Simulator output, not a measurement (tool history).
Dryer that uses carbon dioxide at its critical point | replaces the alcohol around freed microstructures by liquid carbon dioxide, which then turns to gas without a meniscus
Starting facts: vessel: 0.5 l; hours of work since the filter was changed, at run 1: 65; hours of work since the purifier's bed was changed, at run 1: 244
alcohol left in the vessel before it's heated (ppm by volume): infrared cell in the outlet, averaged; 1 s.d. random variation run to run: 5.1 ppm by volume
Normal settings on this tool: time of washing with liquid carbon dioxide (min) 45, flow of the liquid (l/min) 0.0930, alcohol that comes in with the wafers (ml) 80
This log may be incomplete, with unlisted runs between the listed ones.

run    hour  time of washing with liquid carbon dioxide (min)  flow of the liquid (l/min)  alcohol that comes in with the wafers (ml)  hours of work since the filter was changed  hours of work since the purifier's bed was changed  alcohol left in the vessel before it's heated (ppm by volume)
  1     0.0                                                45                      0.0930                                          80                                          65                                                 244                                                            101
  2    17.9                                                45                      0.0930                                          80                                          79                                                 258                                                            100
  3    44.0                                                45                      0.0930                                          80                                          99                                                 278                                                            120
  4    79.2                                                45                      0.0930                                          80                                         126                                                 305                                                            130
  5    99.0                                                45                      0.0930                                          38                                         142                                                 321                                                             79
  6   117.9                                                45                      0.0930                                          80                                         156                                                 336                                                            146
  7   143.5                                                34                      0.0930                                          80                                         176                                                 355                                                            748
  8   181.8                                                34                      0.0930                                          80                                         206                                                 385                                                            835
  9   216.6                                                45                      0.0703                                          80                                         233                                                 412                                                            917
 10   253.2                                                45                      0.0703                                          80                                         262                                                 441                                                            992
 11   285.0                                                45                      0.0703                                          24                                         287                                                 466                                                            355
 12   303.9                                                45                      0.1348                                          80                                         301                                                 480                                                             55
      318.8  -- inlet filter changed
 13   338.2                                                45                      0.1348                                          80                                          15                                                 506                                                             50
 14   358.9                                                45                      0.1348                                          80                                          31                                                 522                                                             40
 15   376.4                                                45                      0.0930                                          77                                          45                                                 536                                                            105
      388.0  -- purifier's bed changed
 16   418.2                                                45                      0.0604                                          77                                          75                                                  24                                                           1079
 17   457.3                                                45                      0.1264                                          80                                         106                                                  54                                                             23
 18   486.4                                                45                      0.1264                                          80                                         128                                                  77                                                             26
 19   507.9                                                45                      0.1264                                          80                                         145                                                  93                                                             19
 20   541.7                                                45                      0.1264                                          20                                         171                                                 120                                                             26
 21   565.9                                                45                      0.1264                                          88                                         190                                                 139                                                             27
 22   604.7                                                52                      0.1264                                          88                                         220                                                 169                                                             17
 23   642.9                                                52                      0.1264                                          88                                         250                                                 198                                                             27
 24   666.8                                                40                      0.1521                                          29                                         269                                                 217                                                             26
 25   687.8                                                45                      0.0930                                          33                                         285                                                 233                                                            112
 26   710.8                                                45                      0.0930                                          33                                         303                                                 251                                                            118
      722.8  -- inlet filter changed
 27   745.2                                                45                      0.0930                                          26                                          17                                                 277                                                             51
 28   771.5                                                30                      0.1576                                         111                                          38                                                 298                                                             69
 29   808.4                                                30                      0.0879                                          91                                          67                                                 327                                                           1509
 30   842.4                                                49                      0.1509                                          80                                          93                                                 353                                                             39
 31   880.4                                                49                      0.0600                                          80                                         123                                                 383                                                            924
 32   904.5                                                30                      0.1369                                         102                                         141                                                 401                                                            193
 33   931.5                                                30                      0.1369                                         102                                         163                                                 422                                                            218
 34   956.5                                                54                      0.0930                                          25                                         182                                                 442                                                             48
 35   983.4                                                54                      0.0930                                          25                                         203                                                 463                                                             59
 36  1014.9                                                54                      0.0781                                          25                                         227                                                 487                                                             87
 37  1035.4                                                37                      0.1337                                          20                                         243                                                 503                                                             58
 38  1058.3                                                37                      0.1337                                          20                                         261                                                 521                                                             63
     1088.7  -- purifier's bed changed
 39  1089.4                                                59                      0.0970                                          80                                         283                                                   1                                                             27
 40  1122.6                                                44                      0.0930                                          23                                         309                                                  26                                                             83
     1126.5  -- inlet filter changed
 41  1150.9                                                71                      0.0958                                          80                                          19                                                  48                                                              3
 42  1189.6                                                51                      0.1124                                          45                                          49                                                  78                                                              9
 43  1215.6                                                45                      0.1480                                          38                                          69                                                  98                                                             14
 44  1245.9                                                68                      0.0625                                          22                                          93                                                 122                                                             23
 45  1283.6                                                64                      0.0930                                          80                                         122                                                 151                                                             16
 46  1300.4                                                45                      0.0765                                          54                                         135                                                 164                                                            272

Some steps in alcohol left in the vessel before it's heated (ppm by volume), run to run, broken into two amounts with sign: the step expected even without the hidden condition (settings, incoming material, random variation), and the rest, left for the hidden condition together with whatever gauge scatter is not in both the measured and the hidden-condition-free result:
Hidden conditions of the tool in this case: flow that reaches the vessel past the clogged filter, %; alcohol in the recycled carbon dioxide, ppm; drift of the gauge itself on alcohol_ppm, %.
Run 10 -> 11: alcohol that comes in with the wafers (ml) 80 -> 24. alcohol left in the vessel before it's heated (ppm by volume) -637: hidden state -376, all else -261.
Run 16 -> 17: flow of the liquid (l/min) 0.0604 -> 0.1264, alcohol that comes in with the wafers (ml) 77 -> 80. alcohol left in the vessel before it's heated (ppm by volume) -1056: hidden state -246, all else -810.
Run 28 -> 29: flow of the liquid (l/min) 0.1576 -> 0.0879, alcohol that comes in with the wafers (ml) 111 -> 91. alcohol left in the vessel before it's heated (ppm by volume) +1440: hidden state +288, all else +1152.
Run 29 -> 30: time of washing with liquid carbon dioxide (min) 30 -> 49, flow of the liquid (l/min) 0.0879 -> 0.1509, alcohol that comes in with the wafers (ml) 91 -> 80. alcohol left in the vessel before it's heated (ppm by volume) -1470: hidden state -291, all else -1179.
Run 30 -> 31: flow of the liquid (l/min) 0.1509 -> 0.0600. alcohol left in the vessel before it's heated (ppm by volume) +885: hidden state +305, all else +580.
